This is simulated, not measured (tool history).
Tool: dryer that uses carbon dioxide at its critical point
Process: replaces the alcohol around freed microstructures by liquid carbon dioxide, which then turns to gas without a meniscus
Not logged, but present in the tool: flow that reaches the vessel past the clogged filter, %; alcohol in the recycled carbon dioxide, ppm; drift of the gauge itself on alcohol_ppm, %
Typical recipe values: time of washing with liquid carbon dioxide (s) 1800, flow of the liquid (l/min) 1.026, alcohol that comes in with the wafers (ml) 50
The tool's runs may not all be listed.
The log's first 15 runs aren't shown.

| run | hour | time of washing with liquid carbon dioxide (s) | flow of the liquid (l/min) | alcohol that comes in with the wafers (ml) | hours of work since the filter was changed | hours of work since the purifier's bed was changed | alcohol left in the vessel before it's heated (ppm by volume) |
|---|---|---|---|---|---|---|---|
| 16 | 269.1 | 1800 | 1.026 | 50 | 354 | 416 | 151 |
| 17 | 291.6 | 1800 | 1.026 | 50 | 370 | 433 | 162 |
| 18 | 316 | 1800 | 1.026 | 50 | 388 | 450 | 163 |
| 19 | 338.3 | 1800 | 1.026 | 50 | 405 | 467 | 155 |
| 20 | 354.7 | 1800 | 1.026 | 50 | 417 | 479 | 159 |
| 21 | 366.5 | 1800 | 1.026 | 50 | 425 | 487 | 168 |
| 22 | 394.6 | 1200 | 1.026 | 50 | 446 | 508 | 534 |
| 23 | 410.5 | 1200 | 1.026 | 50 | 458 | 520 | 506 |
| 24 | 422.6 | 1200 | 1.68 | 50 | 466 | 529 | 156 |
| 25 | 444.2 | 1920 | 1.37 | 46 | 482 | 545 | 114 |
| 26 | 463.9 | 1260 | 1.37 | 22 | 497 | 559 | 165 |
|  | 479.8 | inlet filter changed |
| 27 | 484.7 | 1980 | 1.026 | 50 | 4 | 573 | 136 |
| 28 | 502.9 | 1200 | 1.026 | 35 | 17 | 587 | 311 |
| 29 | 517.4 | 2820 | 0.95 | 30 | 28 | 597 | 121 |
| 30 | 544 | 1500 | 1.26 | 58 | 47 | 617 | 166 |
| 31 | 567.4 | 1800 | 1.026 | 117 | 64 | 634 | 222 |
| 32 | 586.6 | 1140 | 1 | 75 | 78 | 648 | 697 |
| 33 | 605.7 | 1140 | 1 | 75 | 92 | 662 | 718 |
| 34 | 625.6 | 1140 | 1 | 75 | 107 | 677 | 722 |
| 35 | 646.8 | 1140 | 1 | 75 | 123 | 692 | 732 |
| 36 | 667.1 | 1140 | 1 | 75 | 137 | 707 | 717 |
| 37 | 686.5 | 1200 | 1 | 75 | 152 | 722 | 660 |

What will run 38 give?
| 38 | 712.2 | 1800 | 1.65 | 102 | 171 | 741 | ? |

Run 38 gave alcohol left in the vessel before it's heated (ppm by volume) 141.
On a tool with no hidden condition, and with the same random variation, this run would have come out at alcohol left in the vessel before it's heated (ppm by volume) 0.

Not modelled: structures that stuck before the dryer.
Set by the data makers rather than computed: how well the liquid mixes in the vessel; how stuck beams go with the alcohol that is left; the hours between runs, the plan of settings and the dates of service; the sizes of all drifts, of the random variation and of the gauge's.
